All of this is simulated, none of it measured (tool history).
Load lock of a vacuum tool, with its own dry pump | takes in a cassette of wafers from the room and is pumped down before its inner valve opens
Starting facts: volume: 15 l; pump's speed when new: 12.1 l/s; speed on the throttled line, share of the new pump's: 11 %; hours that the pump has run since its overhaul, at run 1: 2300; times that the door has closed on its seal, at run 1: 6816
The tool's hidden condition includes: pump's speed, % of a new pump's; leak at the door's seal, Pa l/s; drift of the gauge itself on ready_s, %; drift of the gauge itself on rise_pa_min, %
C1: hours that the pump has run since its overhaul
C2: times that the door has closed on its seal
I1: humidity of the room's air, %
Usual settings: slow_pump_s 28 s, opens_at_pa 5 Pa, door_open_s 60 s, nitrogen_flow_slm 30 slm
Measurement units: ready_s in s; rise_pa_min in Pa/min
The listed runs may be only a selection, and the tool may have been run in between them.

{"run": 1, "hour": 0.0, "slow_pump_s": 28, "opens_at_pa": 5, "door_open_s": 60, "nitrogen_flow_slm": 30, "C1": 2300, "C2": 6816, "I1": 45.6, "ready_s": 37.9, "rise_pa_min": 0.047}
{"run": 2, "hour": 95.8, "slow_pump_s": 32, "opens_at_pa": 5, "door_open_s": 60, "nitrogen_flow_slm": 30, "C1": 2396, "C2": 7136, "I1": 40.4, "ready_s": 41.1, "rise_pa_min": 0.046}
{"run": 3, "hour": 286.9, "slow_pump_s": 32, "opens_at_pa": 5, "door_open_s": 60, "nitrogen_flow_slm": 30, "C1": 2587, "C2": 7776, "I1": 47.7, "ready_s": 41.5, "rise_pa_min": 0.052}
{"run": 4, "hour": 452.9, "slow_pump_s": 32, "opens_at_pa": 5, "door_open_s": 60, "nitrogen_flow_slm": 30, "C1": 2753, "C2": 8331, "I1": 44.1, "ready_s": 41.3, "rise_pa_min": 0.05}
{"run": 5, "hour": 599.0, "slow_pump_s": 28, "opens_at_pa": 5, "door_open_s": 60, "nitrogen_flow_slm": 30, "C1": 2899, "C2": 8820, "I1": 45.2, "ready_s": 37.7, "rise_pa_min": 0.049}
{"run": 6, "hour": 691.6, "slow_pump_s": 28, "opens_at_pa": 5, "door_open_s": 79, "nitrogen_flow_slm": 30, "C1": 2992, "C2": 9130, "I1": 44.0, "ready_s": 37.9, "rise_pa_min": 0.051}
{"run": 7, "hour": 801.2, "slow_pump_s": 21, "opens_at_pa": 5, "door_open_s": 132, "nitrogen_flow_slm": 27, "C1": 3101, "C2": 9497, "I1": 47.1, "ready_s": 31.9, "rise_pa_min": 0.063}

Run 8 comes next. What will it give?
{"run": 8, "hour": 919.9, "slow_pump_s": 26, "opens_at_pa": 5, "door_open_s": 60, "nitrogen_flow_slm": 41, "C1": 3220, "C2": 9894, "I1": 41.7, "ready_s": "?", "rise_pa_min": "?"}

{"run 8": {"ready_s": 36.3, "rise_pa_min": 0.054}}
Take away the tool's hidden state, keep the run-to-run variation as it was, and the same run would have given ready_s 35.6 s, rise_pa_min 0.025 Pa/min.
